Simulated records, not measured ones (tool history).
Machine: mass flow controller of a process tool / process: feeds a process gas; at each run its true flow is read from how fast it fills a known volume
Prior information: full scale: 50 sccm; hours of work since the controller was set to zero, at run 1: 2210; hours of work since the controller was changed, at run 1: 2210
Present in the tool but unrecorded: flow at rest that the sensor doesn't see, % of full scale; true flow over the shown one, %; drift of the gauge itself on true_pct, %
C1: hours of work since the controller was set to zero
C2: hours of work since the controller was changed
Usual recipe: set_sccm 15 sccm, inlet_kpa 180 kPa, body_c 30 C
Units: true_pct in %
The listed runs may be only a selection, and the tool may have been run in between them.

Run 1, hour 0: usual settings; C1 2210; C2 2210. Result: true_pct 96.33 %.
Run 2, hour 231.8: usual settings; C1 2345; C2 2345. Result: true_pct 96.35 %.
Run 3, hour 368.5: usual settings; C1 2424; C2 2424. Result: true_pct 96.25 %.
Run 4, hour 562.2: usual settings; C1 2537; C2 2537. Result: true_pct 96.15 %.
Run 5, hour 774.2: usual settings; C1 2661; C2 2661. Result: true_pct 96.13 %.
Run 6, hour 989.2: usual settings but set_sccm 11 sccm; C1 2786; C2 2786. Result: true_pct 95.2 %.
Run 7, hour 1212.5: usual settings but set_sccm 18 sccm; C1 2916; C2 2916. Result: true_pct 96.38 %.
Run 8, hour 1345: usual settings but set_sccm 18 sccm; C1 2993; C2 2993. Result: true_pct 96.3 %.
Run 9, hour 1587: usual settings; C1 3134; C2 3134. Result: true_pct 95.72 %.
Run 10, hour 1763.7: usual settings; C1 3237; C2 3237. Result: true_pct 95.71 %.
Run 11, hour 1942.3: usual settings; C1 3341; C2 3341. Result: true_pct 95.62 %.
Run 12, hour 2094: usual settings but set_sccm 7 sccm; C1 3429; C2 3429. Result: true_pct 92.79 %.
Run 13, hour 2352.7: usual settings but set_sccm 7 sccm; C1 3580; C2 3580. Result: true_pct 92.61 %.
Run 14, hour 2594.9: usual settings but set_sccm 7 sccm; C1 3721; C2 3721. Result: true_pct 92.43 %.
Run 15, hour 2747.2: usual settings but set_sccm 7 sccm; C1 3810; C2 3810. Result: true_pct 92.28 %.
Run 16, hour 2964.6: usual settings but set_sccm 7 sccm; C1 3936; C2 3936. Result: true_pct 92.1 %.
Run 17, hour 3111: usual settings but set_sccm 14 sccm, inlet_kpa 144 kPa, body_c 32 C; C1 4021; C2 4021. Result: true_pct 94.99 %.
Run 18, hour 3274.6: usual settings but set_sccm 14 sccm, inlet_kpa 144 kPa, body_c 32 C; C1 4117; C2 4117. Result: true_pct 94.83 %.
Run 19, hour 3430.2: usual settings but set_sccm 6 sccm, inlet_kpa 144 kPa, body_c 32 C; C1 4207; C2 4207. Result: true_pct 90.94 %.
Run 20, hour 3547.4: usual settings but set_sccm 6 sccm, inlet_kpa 210 kPa; C1 4276; C2 4276. Result: true_pct 90.79 %.
Run 21, hour 3699.5: usual settings but set_sccm 38 sccm, inlet_kpa 269 kPa, body_c 39 C; C1 4364; C2 4364. Result: true_pct 98.54 %.
Run 22, hour 3953.8: usual settings but set_sccm 9 sccm, body_c 23 C; C1 4512; C2 4512. Result: true_pct 92.05 %.
Run 23, hour 4146.9: usual settings but set_sccm 9 sccm, inlet_kpa 203 kPa, body_c 39 C; C1 4625; C2 4625. Result: true_pct 93.32 %.
Run 24, hour 4342.9: usual settings but set_sccm 41 sccm, inlet_kpa 167 kPa, body_c 22 C; C1 4739; C2 4739. Result: true_pct 97.09 %.
Run 25, hour 4528.8: usual settings but set_sccm 7 sccm, inlet_kpa 170 kPa, body_c 32 C; C1 4847; C2 4847. Result: true_pct 90.95 %.

Forecast each of these 5 alternatives for the next run:
Run A, hour 4794.4: usual settings but inlet_kpa 175 kPa, body_c 29 C; C1 5002; C2 5002. Result: true_pct ?.
Run B, hour 4794.4: usual settings but set_sccm 21 sccm, inlet_kpa 148 kPa, body_c 24 C; C1 5002; C2 5002. Result: true_pct ?.
Run C, hour 4794.4: usual settings but set_sccm 42 sccm, body_c 27 C; C1 5002; C2 5002. Result: true_pct ?.
Run D, hour 4794.4: usual settings but inlet_kpa 276 kPa, body_c 21 C; C1 5002; C2 5002. Result: true_pct ?.
Run E, hour 4794.4: usual settings but set_sccm 16 sccm, body_c 21 C; C1 5002; C2 5002. Result: true_pct ?.

run  true_pct
  A     94.25
  B     95.09
  C     97.45
  D     93.71
  E     93.91
Without the tool's hidden state the same runs would have given:
run  true_pct
  A     98.22
  B     98.25
  C     99.59
  D     97.67
  E     97.71

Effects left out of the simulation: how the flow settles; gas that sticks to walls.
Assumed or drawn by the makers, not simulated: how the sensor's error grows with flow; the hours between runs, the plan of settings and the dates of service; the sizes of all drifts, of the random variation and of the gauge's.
